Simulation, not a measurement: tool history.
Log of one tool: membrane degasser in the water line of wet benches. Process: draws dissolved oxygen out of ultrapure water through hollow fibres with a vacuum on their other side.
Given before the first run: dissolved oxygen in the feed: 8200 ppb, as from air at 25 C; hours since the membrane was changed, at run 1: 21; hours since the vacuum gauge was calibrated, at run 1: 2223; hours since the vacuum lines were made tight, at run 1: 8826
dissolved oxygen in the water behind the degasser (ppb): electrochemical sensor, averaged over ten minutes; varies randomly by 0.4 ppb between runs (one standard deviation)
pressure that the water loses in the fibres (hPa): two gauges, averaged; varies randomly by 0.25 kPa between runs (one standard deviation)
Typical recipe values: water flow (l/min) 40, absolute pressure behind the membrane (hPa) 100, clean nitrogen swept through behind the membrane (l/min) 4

| run | hour | water flow (l/min) | absolute pressure behind the membrane (hPa) | clean nitrogen swept through behind the membrane (l/min) | hours since the membrane was changed | hours since the vacuum gauge was calibrated | hours since the vacuum lines were made tight | dissolved oxygen in the water behind the degasser (ppb) | pressure that the water loses in the fibres (hPa) |
|---|---|---|---|---|---|---|---|---|---|
| 1 | 0 | 40 | 100 | 4 | 21 | 2223 | 8826 | 166.3 | 683.4 |
| 2 | 110.5 | 40 | 100 | 4 | 132 | 2333 | 8937 | 166.7 | 684.5 |
| 3 | 219.7 | 40 | 100 | 4 | 241 | 2442 | 9046 | 166.7 | 680.7 |
| 4 | 340.8 | 40 | 100 | 4 | 362 | 2563 | 9167 | 166.5 | 683.2 |
| 5 | 475 | 40 | 100 | 4 | 496 | 2697 | 9301 | 166.7 | 684.4 |
| 6 | 563 | 54 | 100 | 4 | 584 | 2785 | 9389 | 237.3 | 923.3 |
| 7 | 661.4 | 40 | 100 | 3.21 | 683 | 2884 | 9488 | 203.7 | 688.1 |
| 8 | 736.2 | 40 | 100 | 3.21 | 757 | 2959 | 9563 | 203.5 | 685.9 |
| 9 | 835.9 | 40 | 100 | 3.12 | 857 | 3058 | 9662 | 208.7 | 685.5 |
| 10 | 951.5 | 40 | 100 | 3.12 | 973 | 3174 | 9778 | 210.1 | 682.2 |
| 11 | 1028.1 | 40 | 100 | 3.12 | 1049 | 3251 | 9854 | 209 | 685.3 |
| 12 | 1185.5 | 40 | 100 | 3.12 | 1207 | 3408 | 10012 | 208.9 | 684.8 |
| 13 | 1287.4 | 40 | 100 | 3.12 | 1309 | 3510 | 10114 | 209.4 | 686.1 |
| 14 | 1430.9 | 40 | 100 | 3.12 | 1452 | 3653 | 10257 | 208.7 | 688.2 |
| 15 | 1506.7 | 40 | 100 | 3.12 | 1528 | 3729 | 10333 | 209.9 | 685.4 |
| 16 | 1609.1 | 40 | 100 | 4 | 1630 | 3832 | 10436 | 168.9 | 685.4 |
|  | 1670.6 | vacuum gauge calibrated |
| 17 | 1786.1 | 40 | 87 | 6.69 | 1807 | 115 | 10612 | 84.9 | 686.2 |
| 18 | 1969.1 | 40 | 129 | 2.9 | 1990 | 298 | 10795 | 307.2 | 685.6 |
| 19 | 2059.4 | 40 | 129 | 2.9 | 2080 | 389 | 10885 | 307.2 | 689.5 |
| 20 | 2154.8 | 40 | 129 | 2.9 | 2176 | 484 | 10981 | 306 | 690.9 |
| 21 | 2323.5 | 42 | 114 | 9.19 | 2344 | 653 | 11149 | 98.6 | 723.3 |
| 22 | 2420.1 | 42 | 114 | 9.19 | 2441 | 750 | 11246 | 98.6 | 719.2 |
| 23 | 2517.6 | 32 | 114 | 5.37 | 2538 | 847 | 11344 | 119.9 | 552.1 |
| 24 | 2695.8 | 58 | 100 | 4 | 2717 | 1025 | 11522 | 259 | 998.5 |
| 25 | 2803.6 | 58 | 100 | 4 | 2824 | 1133 | 11630 | 258.4 | 999.1 |
| 26 | 2924.2 | 58 | 100 | 4 | 2945 | 1254 | 11750 | 259.6 | 1000.4 |
| 27 | 3098.5 | 40 | 128 | 11.38 | 3119 | 1428 | 11924 | 89.3 | 686.9 |
| 28 | 3276.3 | 44 | 138 | 4 | 3297 | 1606 | 12102 | 277.4 | 759.3 |
| 29 | 3431.4 | 40 | 133 | 4 | 3452 | 1761 | 12257 | 241 | 690.7 |
| 30 | 3573 | 37 | 191 | 4.3 | 3594 | 1902 | 12399 | 324.2 | 638.5 |
| 31 | 3685.6 | 37 | 191 | 4.3 | 3706 | 2015 | 12512 | 323.6 | 640 |
| 32 | 3827.8 | 34 | 165 | 6.26 | 3849 | 2157 | 12654 | 178.1 | 585.6 |

Below, some changes in dissolved oxygen in the water behind the degasser (ppb) between adjacent runs. For each, the amount present without the hidden state too (settings, incoming material, random variation) and the amount remaining for the hidden state with gauge scatter not shared by both compared results:
Unlogged tool condition in this case: membrane still open, %; true pressure behind the membrane over the reading, kPa; air that leaks in behind the membrane, l/min; drift of the gauge itself on oxygen_ppb, %; drift of the gauge itself on loss_of_pressure_kpa, %.
Run 16 -> 17: absolute pressure behind the membrane (hPa) 100 -> 87, clean nitrogen swept through behind the membrane (l/min) 4 -> 6.69, vacuum gauge calibrated. dissolved oxygen in the water behind the degasser (ppb) -84: hidden state -4.7, all else -79.3.
Run 17 -> 18: absolute pressure behind the membrane (hPa) 87 -> 129, clean nitrogen swept through behind the membrane (l/min) 6.69 -> 2.9. dissolved oxygen in the water behind the degasser (ppb) +222.3: hidden state +2.2, all else +220.1.
Run 20 -> 21: water flow (l/min) 40 -> 42, absolute pressure behind the membrane (hPa) 129 -> 114, clean nitrogen swept through behind the membrane (l/min) 2.9 -> 9.19. dissolved oxygen in the water behind the degasser (ppb) -207.4: hidden state -1.8, all else -205.6.
Run 26 -> 27: water flow (l/min) 58 -> 40, absolute pressure behind the membrane (hPa) 100 -> 128, clean nitrogen swept through behind the membrane (l/min) 4 -> 11.38. dissolved oxygen in the water behind the degasser (ppb) -170.3: hidden state -2.3, all else -168.
Run 27 -> 28: water flow (l/min) 40 -> 44, absolute pressure behind the membrane (hPa) 128 -> 138, clean nitrogen swept through behind the membrane (l/min) 11.38 -> 4. dissolved oxygen in the water behind the degasser (ppb) +188.1: hidden state +2.8, all else +185.3.
